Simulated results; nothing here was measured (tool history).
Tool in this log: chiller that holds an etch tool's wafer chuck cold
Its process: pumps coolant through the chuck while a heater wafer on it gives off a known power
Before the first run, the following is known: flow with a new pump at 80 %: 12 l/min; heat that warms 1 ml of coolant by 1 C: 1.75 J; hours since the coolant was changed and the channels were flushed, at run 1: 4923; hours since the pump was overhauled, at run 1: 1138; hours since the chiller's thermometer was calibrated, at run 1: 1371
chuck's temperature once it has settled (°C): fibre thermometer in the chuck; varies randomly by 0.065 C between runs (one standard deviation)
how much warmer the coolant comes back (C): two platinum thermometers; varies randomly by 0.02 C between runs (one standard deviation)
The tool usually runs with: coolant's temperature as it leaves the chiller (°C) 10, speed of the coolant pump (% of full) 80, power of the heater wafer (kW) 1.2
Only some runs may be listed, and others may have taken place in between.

| run | hour | coolant's temperature as it leaves the chiller (°C) | speed of the coolant pump (% of full) | power of the heater wafer (kW) | hours since the coolant was changed and the channels were flushed | hours since the pump was overhauled | hours since the chiller's thermometer was calibrated | chuck's temperature once it has settled (°C) | how much warmer the coolant comes back (C) |
|---|---|---|---|---|---|---|---|---|---|
| 1 | 0 | 10 | 80 | 1.2 | 4923 | 1138 | 1371 | 18.68 | 3.47 |
| 2 | 42.3 | 10 | 80 | 1.2 | 4965 | 1180 | 1413 | 18.94 | 3.41 |
| 3 | 89.7 | 10 | 80 | 1.2 | 5012 | 1227 | 1460 | 18.81 | 3.43 |
| 4 | 118.8 | 10 | 80 | 1.2 | 5041 | 1257 | 1489 | 18.79 | 3.44 |
| 5 | 160.8 | 10 | 80 | 1.2 | 5083 | 1299 | 1531 | 18.71 | 3.47 |
| 6 | 185.8 | 10 | 80 | 1.2 | 5108 | 1324 | 1556 | 18.8 | 3.4 |
| 7 | 230.8 | 10 | 80 | 1.2 | 5153 | 1369 | 1601 | 18.82 | 3.48 |
| 8 | 277 | 10 | 83 | 1.2 | 5200 | 1415 | 1647 | 18.34 | 3.34 |
| 9 | 304.1 | 10 | 80 | 1.2 | 5227 | 1442 | 1675 | 18.63 | 3.43 |
| 10 | 352.3 | 10 | 80 | 1.2 | 5275 | 1490 | 1723 | 18.71 | 3.45 |
| 11 | 380.6 | 10 | 80 | 1.2 | 5303 | 1518 | 1751 | 18.68 | 3.42 |
| 12 | 428.7 | 10 | 80 | 1.2 | 5351 | 1566 | 1799 | 18.57 | 3.47 |
| 13 | 474.7 | 10 | 64 | 1.2 | 5397 | 1612 | 1845 | 20.4 | 4.29 |
| 14 | 513.1 | 10 | 80 | 0.964 | 5436 | 1651 | 1884 | 16.98 | 2.75 |
| 15 | 542 | 10 | 80 | 1.2 | 5465 | 1680 | 1913 | 18.55 | 3.43 |
| 16 | 582.9 | 10 | 80 | 0.72 | 5505 | 1721 | 1953 | 15.15 | 2.05 |
| 17 | 628.4 | 10 | 75 | 0.889 | 5551 | 1766 | 1999 | 16.67 | 2.74 |
| 18 | 670.3 | 10 | 75 | 0.889 | 5593 | 1808 | 2041 | 16.61 | 2.71 |
| 19 | 693.4 | 10 | 75 | 0.889 | 5616 | 1831 | 2064 | 16.67 | 2.75 |
| 20 | 725.1 | 10 | 80 | 1.123 | 5648 | 1863 | 2096 | 18.05 | 3.24 |
| 21 | 768.7 | 1 | 64 | 1.191 | 5691 | 1906 | 2139 | 11.33 | 4.29 |
| 22 | 807.1 | 7 | 97 | 1.786 | 5730 | 1945 | 2178 | 17.84 | 4.22 |
| 23 | 836.6 | 7 | 97 | 1.786 | 5759 | 1974 | 2207 | 17.9 | 4.23 |
| 24 | 873.8 | 7 | 97 | 1.786 | 5796 | 2011 | 2244 | 17.9 | 4.23 |
| 25 | 905.8 | 17 | 80 | 1.158 | 5828 | 2044 | 2276 | 25.31 | 3.33 |
| 26 | 931.8 | 4 | 61 | 0.958 | 5854 | 2070 | 2302 | 12.62 | 3.61 |
| 27 | 978.8 | 12 | 81 | 0.823 | 5901 | 2116 | 2349 | 17.65 | 2.33 |
| 28 | 1025.6 | 12 | 92 | 0.823 | 5948 | 2163 | 2396 | 16.96 | 2.09 |
| 29 | 1073.8 | 14 | 72 | 1.104 | 5996 | 2212 | 2444 | 22.43 | 3.51 |
| 30 | 1111.6 | 8 | 94 | 1.199 | 6034 | 2249 | 2482 | 15.39 | 2.93 |
| 31 | 1148.6 | 5 | 80 | 1.2 | 6071 | 2286 | 2519 | 13.48 | 3.44 |

The same runs without the tool's hidden state, with the same run-to-run variation:
Hidden state at play: heat passed by the chuck's channels, % of clean ones'; flow at a given pump speed, % of a new pump's; coolant's true temperature over the reading, C; drift of the gauge itself on chuck_c, C; drift of the gauge itself on warmer_back_c, C.
| run | chuck's temperature once it has settled (°C) |
|---|---|
| 1 | 18.67 |
| 2 | 18.94 |
| 3 | 18.82 |
| 4 | 18.81 |
| 5 | 18.74 |
| 6 | 18.84 |
| 7 | 18.86 |
| 8 | 18.4 |
| 9 | 18.7 |
| 10 | 18.79 |
| 11 | 18.76 |
| 12 | 18.67 |
| 13 | 20.51 |
| 14 | 17.11 |
| 15 | 18.68 |
| 16 | 15.3 |
| 17 | 16.83 |
| 18 | 16.78 |
| 19 | 16.84 |
| 20 | 18.23 |
| 21 | 11.52 |
| 22 | 18.04 |
| 23 | 18.11 |
| 24 | 18.11 |
| 25 | 25.54 |
| 26 | 12.86 |
| 27 | 17.91 |
| 28 | 17.23 |
| 29 | 22.7 |
| 30 | 15.67 |
| 31 | 13.77 |
how much warmer the coolant comes back (C) without the hidden state stays within 0.01 of what was measured, in all runs.
